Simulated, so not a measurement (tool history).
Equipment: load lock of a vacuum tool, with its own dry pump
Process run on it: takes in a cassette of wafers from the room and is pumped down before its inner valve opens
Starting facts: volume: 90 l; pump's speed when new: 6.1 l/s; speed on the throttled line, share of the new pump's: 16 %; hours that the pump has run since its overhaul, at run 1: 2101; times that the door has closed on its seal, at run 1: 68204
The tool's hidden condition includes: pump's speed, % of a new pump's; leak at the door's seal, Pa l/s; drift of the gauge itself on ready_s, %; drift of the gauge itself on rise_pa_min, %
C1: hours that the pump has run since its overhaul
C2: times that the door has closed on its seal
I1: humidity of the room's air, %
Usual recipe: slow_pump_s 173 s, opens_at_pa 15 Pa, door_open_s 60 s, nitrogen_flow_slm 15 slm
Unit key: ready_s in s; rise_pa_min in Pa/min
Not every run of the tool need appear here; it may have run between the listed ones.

run 1 day=0 | slow_pump_s=173 opens_at_pa=15 door_open_s=60 nitrogen_flow_slm=15 | C1=2101 C2=68204 | I1=42.8 | ready_s=282.3 rise_pa_min=0.222
run 2 day=14.083 | slow_pump_s=173 opens_at_pa=15 door_open_s=60 nitrogen_flow_slm=15 | C1=2439 C2=69783 | I1=41.7 | ready_s=281.8 rise_pa_min=0.229
run 3 day=29.342 | slow_pump_s=173 opens_at_pa=15 door_open_s=60 nitrogen_flow_slm=15 | C1=2805 C2=71493 | I1=44.9 | ready_s=285.4 rise_pa_min=0.246
run 4 day=41.821 | slow_pump_s=173 opens_at_pa=15 door_open_s=60 nitrogen_flow_slm=15 | C1=3105 C2=72893 | I1=47.5 | ready_s=282.9 rise_pa_min=0.253
run 5 day=52.833 | slow_pump_s=173 opens_at_pa=15 door_open_s=60 nitrogen_flow_slm=15 | C1=3369 C2=74127 | I1=43.2 | ready_s=283.4 rise_pa_min=0.258
-- day=63.617 door's seal changed, seat wiped
run 6 day=64.996 | slow_pump_s=173 opens_at_pa=15 door_open_s=60 nitrogen_flow_slm=15 | C1=3660 C2=155 | I1=42.3 | ready_s=285.4 rise_pa_min=0.015
run 7 day=71.821 | slow_pump_s=173 opens_at_pa=15 door_open_s=60 nitrogen_flow_slm=15 | C1=3823 C2=920 | I1=43.1 | ready_s=282.2 rise_pa_min=0.025
run 8 day=83.571 | slow_pump_s=173 opens_at_pa=15 door_open_s=60 nitrogen_flow_slm=15 | C1=4105 C2=2238 | I1=46.4 | ready_s=286.8 rise_pa_min=0.019
run 9 day=94.946 | slow_pump_s=173 opens_at_pa=15 door_open_s=60 nitrogen_flow_slm=15 | C1=4378 C2=3513 | I1=43.5 | ready_s=286.3 rise_pa_min=0.02

Predict the results of run 10:
run 10 day=102.279 | slow_pump_s=173 opens_at_pa=15 door_open_s=60 nitrogen_flow_slm=15 | C1=4554 C2=4335 | I1=45.8 | ready_s=? rise_pa_min=?

{"run 10": {"ready_s": 288.2, "rise_pa_min": 0.016}}
If the tool had no hidden condition, the same run with the same run-to-run variation would have returned ready_s 278.9 s, rise_pa_min 0.012 Pa/min.

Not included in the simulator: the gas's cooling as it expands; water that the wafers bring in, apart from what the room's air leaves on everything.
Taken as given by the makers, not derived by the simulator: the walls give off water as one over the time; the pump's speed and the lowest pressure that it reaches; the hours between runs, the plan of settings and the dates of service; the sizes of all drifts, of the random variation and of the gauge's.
